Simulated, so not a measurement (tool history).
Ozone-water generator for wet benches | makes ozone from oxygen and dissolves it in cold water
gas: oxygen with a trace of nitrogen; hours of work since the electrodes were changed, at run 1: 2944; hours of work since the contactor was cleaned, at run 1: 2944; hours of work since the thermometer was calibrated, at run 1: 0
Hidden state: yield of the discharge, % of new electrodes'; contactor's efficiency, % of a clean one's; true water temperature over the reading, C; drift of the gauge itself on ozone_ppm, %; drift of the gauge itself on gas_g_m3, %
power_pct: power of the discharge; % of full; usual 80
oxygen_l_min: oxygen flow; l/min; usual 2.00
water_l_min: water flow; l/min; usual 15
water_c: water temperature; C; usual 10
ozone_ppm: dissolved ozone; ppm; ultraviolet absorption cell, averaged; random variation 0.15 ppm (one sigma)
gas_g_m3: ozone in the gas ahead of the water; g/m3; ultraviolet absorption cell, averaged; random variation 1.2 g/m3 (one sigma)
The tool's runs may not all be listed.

run,hour,power_pct,oxygen_l_min,water_l_min,water_c,hours of work since the electrodes were changed,hours of work since the contactor was cleaned,hours of work since the thermometer was calibrated,ozone_ppm,gas_g_m3
1,0.0,80,2.00,15,10,2944,2944,0,18.1,225.6
2,122.7,80,2.00,15,10,3032,3032,88,18.1,225.4
3,217.3,80,2.00,13,10,3100,3100,156,20.4,227.0
4,325.6,57,2.00,15,10,3178,3178,234,13.8,175.5
5,411.0,57,2.00,15,10,3240,3240,296,14.1,175.9
6,493.4,57,2.00,15,10,3299,3299,355,14.2,174.1
7,572.6,48,2.00,15,10,3356,3356,412,12.3,155.0
8,639.0,80,2.00,15,10,3404,3404,460,17.9,221.9
9,760.0,80,2.00,15,10,3491,3491,547,18.0,221.1
10,849.1,80,2.00,15,11,3555,3555,611,17.7,221.2
11,917.1,80,2.00,15,11,3604,3604,660,17.6,222.7
12,979.9,43,2.00,15,11,3649,3649,705,11.3,141.1
13,1063.7,75,2.00,15,10,3709,3709,765,17.3,211.0
14,1174.5,75,2.00,15,10,3789,3789,845,17.1,209.6
15,1271.6,80,1.72,15,17,3859,3859,915,16.7,243.6
16,1369.8,80,1.47,15,15,3929,3929,985,16.4,266.1
17,1440.3,80,1.47,15,15,3980,3980,1036,16.5,265.8
# hour 1481.2: gauge calibrated
18,1508.6,80,1.47,15,15,4029,4029,1085,16.4,270.1
19,1605.1,80,2.63,15,15,4098,4098,1155,17.5,189.9
20,1712.0,80,2.00,10,10,4175,4175,1231,25.5,223.7
21,1815.7,81,2.00,10,10,4250,4250,1306,25.8,225.9
22,1916.2,81,2.00,10,10,4322,4322,1378,25.7,225.5
23,2004.8,81,3.53,11,7,4386,4386,1442,25.0,157.5
24,2096.2,82,3.53,11,7,4452,4452,1508,25.3,160.0
25,2169.2,73,2.00,15,7,4504,4504,1560,17.2,208.1

Forecast each of these 3 alternatives for the next run:
A,2282.6,83,2.00,15,17,4586,4586,1642,?,?
B,2282.6,73,2.00,24,7,4586,4586,1642,?,?
C,2282.6,73,2.00,18,7,4586,4586,1642,?,?

run,ozone_ppm,gas_g_m3
A,17.3,227.5
B,10.7,207.6
C,14.5,209.5
Without the tool's hidden state the same runs would have given:
run,ozone_ppm,gas_g_m3
A,17.3,231.3
B,10.8,211.1
C,14.5,213.0

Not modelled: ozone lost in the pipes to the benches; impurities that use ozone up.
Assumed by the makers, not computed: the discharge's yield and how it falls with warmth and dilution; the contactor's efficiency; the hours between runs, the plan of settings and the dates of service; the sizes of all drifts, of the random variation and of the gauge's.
